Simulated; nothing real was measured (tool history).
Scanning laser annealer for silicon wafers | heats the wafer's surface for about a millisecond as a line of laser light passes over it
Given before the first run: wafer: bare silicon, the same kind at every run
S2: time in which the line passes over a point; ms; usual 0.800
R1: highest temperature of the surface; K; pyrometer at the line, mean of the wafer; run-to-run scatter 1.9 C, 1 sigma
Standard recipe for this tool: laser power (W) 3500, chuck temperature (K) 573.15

Run 1, hour 0.0: usual settings. Result: R1 1360.15 K.
At hour 19.1: window over the wafer cleaned.
Run 2, hour 26.8: usual settings. Result: R1 1387.15 K.
Run 3, hour 47.6: usual settings but laser power (W) 3350. Result: R1 1347.15 K.
Run 4, hour 88.6: usual settings but laser power (W) 3350. Result: R1 1344.15 K.
Run 5, hour 116.5: usual settings. Result: R1 1383.15 K.
Run 6, hour 144.3: usual settings. Result: R1 1378.15 K.
Run 7, hour 187.9: usual settings. Result: R1 1379.15 K.
Run 8, hour 212.2: usual settings. Result: R1 1375.15 K.
Run 9, hour 252.9: usual settings. Result: R1 1374.15 K.
Run 10, hour 286.4: usual settings but S2 0.743 ms. Result: R1 1341.15 K.
Run 11, hour 315.0: usual settings but chuck temperature (K) 592.15. Result: R1 1391.15 K.
Run 12, hour 356.8: usual settings but chuck temperature (K) 592.15. Result: R1 1389.15 K.
Run 13, hour 388.8: usual settings. Result: R1 1364.15 K.
Run 14, hour 409.3: usual settings but S2 0.795 ms. Result: R1 1362.15 K.
Run 15, hour 445.9: usual settings but S2 0.795 ms. Result: R1 1362.15 K.
Run 16, hour 481.5: usual settings. Result: R1 1359.15 K.
Run 17, hour 521.0: usual settings. Result: R1 1357.15 K.
At hour 530.1: optics aligned, line set to its width.
At hour 535.5: window over the wafer cleaned.
Run 18, hour 562.5: usual settings but laser power (W) 3448. Result: R1 1367.15 K.
Run 19, hour 595.1: usual settings but laser power (W) 3143, S2 0.920 ms, chuck temperature (K) 590.15. Result: R1 1357.15 K.
Run 20, hour 627.0: usual settings but laser power (W) 3644, S2 0.920 ms, chuck temperature (K) 548.15. Result: R1 1441.15 K.
Run 21, hour 674.1: usual settings but S2 0.729 ms. Result: R1 1340.15 K.
Run 22, hour 697.2: usual settings but S2 0.665 ms, chuck temperature (K) 558.15. Result: R1 1291.15 K.
Run 23, hour 725.7: usual settings but S2 0.665 ms, chuck temperature (K) 558.15. Result: R1 1286.15 K.
Run 24, hour 755.8: usual settings but S2 0.879 ms, chuck temperature (K) 536.15. Result: R1 1369.15 K.
Run 25, hour 784.3: usual settings but laser power (W) 3462, S2 0.879 ms, chuck temperature (K) 575.15. Result: R1 1394.15 K.
At hour 818.3: optics aligned, line set to its width, once more.
Run 26, hour 819.0: usual settings but S2 0.872 ms, chuck temperature (K) 538.15. Result: R1 1376.15 K.
Run 27, hour 843.7: usual settings but S2 0.913 ms, chuck temperature (K) 545.15. Result: R1 1403.15 K.
Run 28, hour 874.7: usual settings but S2 0.847 ms. Result: R1 1394.15 K.
Run 29, hour 919.2: usual settings but S2 0.847 ms. Result: R1 1392.15 K.
Run 30, hour 959.3: usual settings but laser power (W) 3355, S2 0.978 ms, chuck temperature (K) 599.15. Result: R1 1434.15 K.
Run 31, hour 1005.4: usual settings but laser power (W) 3355, S2 0.978 ms, chuck temperature (K) 599.15. Result: R1 1436.15 K.
Run 32, hour 1028.1: usual settings but laser power (W) 3355, S2 0.978 ms, chuck temperature (K) 599.15. Result: R1 1432.15 K.
At hour 1052.0: window over the wafer cleaned.
Run 33, hour 1057.3: usual settings but S2 0.991 ms, chuck temperature (K) 569.15. Result: R1 1473.15 K.
Run 34, hour 1098.6: usual settings but S2 0.991 ms, chuck temperature (K) 569.15. Result: R1 1470.15 K.

Estimate the outcome of run 35 from the log above:
Run 35, hour 1123.1: usual settings but S2 0.991 ms, chuck temperature (K) 569.15. Result: R1 ?.

Run 35 produced R1 1466.15 K.
Without the tool's hidden state the same run would have given R1 1470.15 K.

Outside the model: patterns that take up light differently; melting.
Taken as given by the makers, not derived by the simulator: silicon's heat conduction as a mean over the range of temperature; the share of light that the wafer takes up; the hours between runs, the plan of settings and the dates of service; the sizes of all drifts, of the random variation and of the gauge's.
